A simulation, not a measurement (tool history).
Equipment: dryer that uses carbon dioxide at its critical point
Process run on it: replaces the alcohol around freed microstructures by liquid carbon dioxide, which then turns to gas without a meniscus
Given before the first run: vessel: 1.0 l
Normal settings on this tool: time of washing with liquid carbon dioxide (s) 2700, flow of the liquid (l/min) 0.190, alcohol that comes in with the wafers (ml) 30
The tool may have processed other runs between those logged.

run,hour,time of washing with liquid carbon dioxide (s),flow of the liquid (l/min),alcohol that comes in with the wafers (ml),alcohol left in the vessel before it's heated (ppm by volume)
1,0.0,2700,0.190,30,76
2,10.2,2700,0.204,30,65
3,21.6,2160,0.190,30,167
4,29.8,2160,0.190,30,175
5,39.2,2160,0.190,30,173
6,47.7,2160,0.190,30,182
7,57.3,2160,0.190,30,185
8,69.0,2160,0.190,30,192
9,78.2,2700,0.281,30,60
10,87.1,2700,0.190,30,93
11,93.3,2700,0.190,30,93
12,107.3,2700,0.190,30,93
13,119.4,2700,0.190,30,97
14,134.0,3420,0.190,30,69
15,148.5,3420,0.190,30,62
16,161.1,3420,0.190,30,72
17,171.9,3420,0.156,30,102
18,186.1,3660,0.156,113,140
19,200.2,3180,0.284,30,76
20,206.9,3180,0.284,30,76
21,217.7,3180,0.171,60,129
22,226.7,3180,0.171,60,131
# hour 230.5: inlet filter changed
23,239.9,2520,0.171,49,193
24,246.6,2700,0.190,118,173
25,260.5,2700,0.190,118,174
26,270.4,2700,0.161,104,337
27,278.8,1800,0.190,30,340
28,289.7,2700,0.190,25,106

Each row is a separate what-if for the run after 28, all from the same tool condition, not one after another. Results?
A,299.3,2700,0.297,30,?
B,299.3,3660,0.114,46,?
C,299.3,2700,0.270,48,?
D,299.3,3180,0.117,51,?

run,alcohol left in the vessel before it's heated (ppm by volume)
A,87
B,233
C,91
D,400
Take away the tool's hidden state, keep each run's random variation, and the runs would have read:
run,alcohol left in the vessel before it's heated (ppm by volume)
A,5
B,138
C,9
D,291

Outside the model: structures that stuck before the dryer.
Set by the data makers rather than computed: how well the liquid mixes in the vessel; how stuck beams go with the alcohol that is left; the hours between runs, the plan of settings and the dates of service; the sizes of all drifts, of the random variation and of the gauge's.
